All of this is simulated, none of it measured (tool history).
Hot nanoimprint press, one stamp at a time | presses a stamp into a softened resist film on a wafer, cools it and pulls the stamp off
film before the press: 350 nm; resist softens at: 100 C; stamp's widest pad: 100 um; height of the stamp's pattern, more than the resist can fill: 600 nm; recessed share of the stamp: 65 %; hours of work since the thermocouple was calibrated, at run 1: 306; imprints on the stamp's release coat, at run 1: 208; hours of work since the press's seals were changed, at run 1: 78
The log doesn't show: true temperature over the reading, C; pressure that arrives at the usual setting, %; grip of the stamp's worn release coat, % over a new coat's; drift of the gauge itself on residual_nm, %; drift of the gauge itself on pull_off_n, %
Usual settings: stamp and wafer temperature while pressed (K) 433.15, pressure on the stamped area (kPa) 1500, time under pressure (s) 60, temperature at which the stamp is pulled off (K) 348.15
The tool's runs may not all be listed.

run,hour,stamp and wafer temperature while pressed (K),pressure on the stamped area (kPa),time under pressure (s),temperature at which the stamp is pulled off (K),hours of work since the thermocouple was calibrated,imprints on the stamp's release coat,hours of work since the press's seals were changed,resist left under the stamp's widest pad (Å),greatest force while the stamp is pulled off (N)
1,0.0,433.15,1500,60,348.15,306,208,78,1909,202
2,11.1,433.15,1500,32,348.15,314,243,86,2314,195
3,17.5,433.15,1500,75,348.15,318,263,90,1791,200
4,30.1,433.15,960,60,348.15,327,303,99,2275,208
5,42.2,433.15,960,60,348.15,335,341,108,2271,207
6,53.1,437.15,1500,60,348.15,343,375,115,1626,201
7,63.4,437.15,1500,60,348.15,350,408,122,1638,205
8,77.7,433.15,1500,60,348.15,360,453,132,1943,213
9,89.3,433.15,1500,60,348.15,368,490,141,1972,216
10,98.0,433.15,1500,60,348.15,374,517,147,1970,215
11,105.0,433.15,1500,60,348.15,379,539,151,1977,216
# hour 110.3: plate thermocouple calibrated
12,117.9,433.15,1500,60,341.15,5,570,158,1791,221
13,124.9,433.15,1500,60,341.15,10,593,163,1815,232
14,138.9,433.15,1500,60,341.15,20,637,173,1804,246
15,154.4,433.15,1500,60,341.15,31,686,184,1798,229
16,165.1,436.15,1790,60,348.15,38,720,191,1470,226
17,174.4,436.15,1790,30,348.15,45,749,198,1897,227
18,183.8,433.15,940,94,344.15,51,779,204,1890,234
19,198.7,433.15,940,94,344.15,62,826,215,1875,240
20,205.9,433.15,920,37,354.15,67,848,220,2514,220
21,214.5,433.15,920,37,354.15,73,876,226,2529,212
22,224.4,435.15,920,37,354.15,80,907,233,2365,217
23,238.5,428.15,2200,37,354.15,89,952,242,2286,224
24,245.1,428.15,2200,37,354.15,94,972,247,2278,231
25,257.5,433.15,1040,76,355.15,103,1012,256,1971,218
26,270.9,433.15,1500,33,342.15,112,1054,265,2239,264
27,278.2,433.15,1500,33,342.15,117,1077,270,2291,270
28,287.9,433.15,1500,90,341.15,124,1108,277,1588,266
29,300.7,433.15,1500,35,333.15,133,1148,286,2204,301

Forecast each of these 5 alternatives for the next run:
A,307.6,439.15,1100,35,343.15,137,1170,291,?,?
B,307.6,427.15,2150,53,348.15,137,1170,291,?,?
C,307.6,438.15,1200,32,348.15,137,1170,291,?,?
D,307.6,445.15,1500,47,348.15,137,1170,291,?,?
E,307.6,433.15,1010,41,348.15,137,1170,291,?,?

run,resist left under the stamp's widest pad (Å),greatest force while the stamp is pulled off (N)
A,1980,271
B,2170,256
C,2046,256
D,1198,245
E,2389,244
Without the tool's hidden state the same runs would have given:
run,resist left under the stamp's widest pad (Å),greatest force while the stamp is pulled off (N)
A,1921,196
B,2088,185
C,1985,186
D,1153,178
E,2329,177
